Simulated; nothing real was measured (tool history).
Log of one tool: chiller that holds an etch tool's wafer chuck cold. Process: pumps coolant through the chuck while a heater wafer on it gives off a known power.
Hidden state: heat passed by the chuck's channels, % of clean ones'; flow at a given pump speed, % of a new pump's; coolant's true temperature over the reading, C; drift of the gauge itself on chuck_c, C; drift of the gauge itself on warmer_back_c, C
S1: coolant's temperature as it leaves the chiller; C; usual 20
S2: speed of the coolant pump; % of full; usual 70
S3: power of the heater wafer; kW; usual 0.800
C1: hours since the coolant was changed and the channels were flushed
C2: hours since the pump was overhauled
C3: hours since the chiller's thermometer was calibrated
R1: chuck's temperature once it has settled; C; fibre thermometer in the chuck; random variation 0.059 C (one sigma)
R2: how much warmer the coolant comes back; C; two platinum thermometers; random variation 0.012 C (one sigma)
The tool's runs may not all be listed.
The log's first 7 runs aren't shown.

run	hour	S1	S2	S3	C1	C2	C3	R1	R2
8	1077.3	20	70	0.800	3215	1527	4434	29.78	2.50
9	1256.7	20	70	0.800	3394	1706	4613	29.73	2.50
10	1440.2	24	70	0.800	3578	1889	4797	33.88	2.50
11	1594.0	24	70	0.800	3732	2043	4951	33.76	2.51
# hour 1610.1: chiller's thermometer calibrated
12	1811.4	24	70	0.502	3948	2260	201	29.96	1.56
13	1966.2	24	70	0.502	4103	2414	356	29.95	1.59
14	2142.0	16	70	0.800	4279	2590	532	25.84	2.52
15	2252.0	16	70	0.800	4389	2700	642	25.78	2.52
# hour 2273.6: chiller's thermometer calibrated, once more
16	2457.2	23	70	0.800	4593	2904	184	33.25	2.52
17	2671.2	23	70	0.800	4807	3118	398	33.39	2.51
18	2830.3	23	70	0.800	4966	3278	557	33.30	2.53
19	2972.7	23	70	0.744	5108	3420	699	32.73	2.34
20	3134.3	23	70	0.744	5270	3582	861	32.73	2.35
21	3245.8	23	70	0.744	5382	3693	972	32.68	2.37
22	3422.3	17	72	0.744	5558	3870	1149	26.61	2.33
23	3577.5	15	81	0.433	5713	4025	1304	20.17	1.20
24	3687.2	13	66	0.800	5823	4134	1414	24.06	2.71
25	3908.1	22	96	1.041	6044	4355	1634	32.59	2.45
26	4011.0	22	96	1.041	6147	4458	1737	32.63	2.44
27	4238.1	22	96	1.041	6374	4685	1964	32.63	2.45
28	4379.9	27	78	0.800	6516	4827	2106	36.68	2.31
29	4534.0	18	96	0.946	6670	4981	2260	27.71	2.25
# hour 4657.5: coolant changed, channels flushed
30	4730.3	22	70	0.800	73	5172	2451	31.90	2.55
31	4894.2	22	70	0.800	237	5335	2615	31.91	2.59

Forecast each of these 3 alternatives for the next run:
A	5014.2	13	66	0.909	357	5455	2735	?	?
B	5014.2	22	95	0.800	357	5455	2735	?	?
C	5014.2	26	70	0.404	357	5455	2735	?	?

run	R1	R2
A	24.85	3.12
B	29.73	1.94
C	31.10	1.28
Without the tool's hidden state the same runs would have given:
run	R1	R2
A	24.30	2.93
B	29.41	1.82
C	30.95	1.20
